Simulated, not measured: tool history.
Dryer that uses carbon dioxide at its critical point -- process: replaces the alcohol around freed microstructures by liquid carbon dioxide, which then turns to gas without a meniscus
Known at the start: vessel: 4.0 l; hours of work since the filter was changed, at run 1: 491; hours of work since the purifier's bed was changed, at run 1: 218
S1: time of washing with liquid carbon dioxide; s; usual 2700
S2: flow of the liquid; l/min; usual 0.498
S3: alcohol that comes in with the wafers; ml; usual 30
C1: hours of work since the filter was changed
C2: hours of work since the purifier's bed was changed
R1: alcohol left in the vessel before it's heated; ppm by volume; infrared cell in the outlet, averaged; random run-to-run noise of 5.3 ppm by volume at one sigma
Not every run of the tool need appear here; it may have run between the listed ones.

run,day,S1,S2,S3,C1,C2,R1
1,0,2700,0.498,30,491,218,235
2,2.038,2700,0.498,30,513,240,244
3,2.95,2700,0.498,30,523,249,232
4,4.15,2700,0.713,30,536,262,132
# day 5.192: inlet filter changed
5,6.012,2880,0.713,30,9,282,138
6,8.138,2880,0.713,30,32,304,129
7,9,2700,0.498,30,41,314,244
8,10.092,2700,0.498,30,52,325,253
9,11.792,2700,0.498,30,71,344,254
10,12.808,2700,0.498,30,82,354,274
11,14.471,2700,0.422,30,99,372,385
12,15.929,2700,0.678,30,115,388,184
13,17.746,2700,0.678,30,135,407,186
14,18.638,2700,0.678,30,144,417,199
15,20.762,2700,0.678,30,167,440,207
16,22.317,2700,0.678,30,183,456,217
17,23.242,2700,0.678,30,193,466,220
18,24.767,2700,0.678,30,210,483,224
19,26.792,4260,0.774,30,231,504,205
20,27.904,2160,0.774,30,243,516,248
21,29.979,1920,0.339,30,266,538,1277
22,31.817,2940,0.507,33,285,558,321
23,33.946,2640,0.548,30,308,581,348
24,35.104,2040,0.548,62,321,593,772
25,36.808,2880,0.548,62,339,612,395
26,38.296,3960,0.457,33,355,628,301
27,39.746,3660,0.327,23,370,643,447
28,40.904,3540,0.45,110,383,656,504
# day 42.896: purifier's bed changed
29,42.896,3540,0.45,110,403,0,244
30,44.15,3540,0.324,110,416,13,1017
31,45.508,2700,0.81,30,431,28,26

For each entry between runs, how does the tool's hidden state at the last listed run before it compare with that at the first listed run after it?
From run 4 to run 5: inlet filter changed (day 5.192)
  flow that reaches the vessel past the clogged filter, %: 93.3 -> 99.5; alcohol in the recycled carbon dioxide, ppm: 109.7 -> 118.4
  measured minus no-state result, R1: +111 -> +115 ppm by volume
From run 28 to run 29: purifier's bed changed (day 42.896)
  flow that reaches the vessel past the clogged filter, %: 95 -> 94.8; alcohol in the recycled carbon dioxide, ppm: 277.2 -> 5.5
  measured minus no-state result, R1: +317 -> +56 ppm by volume
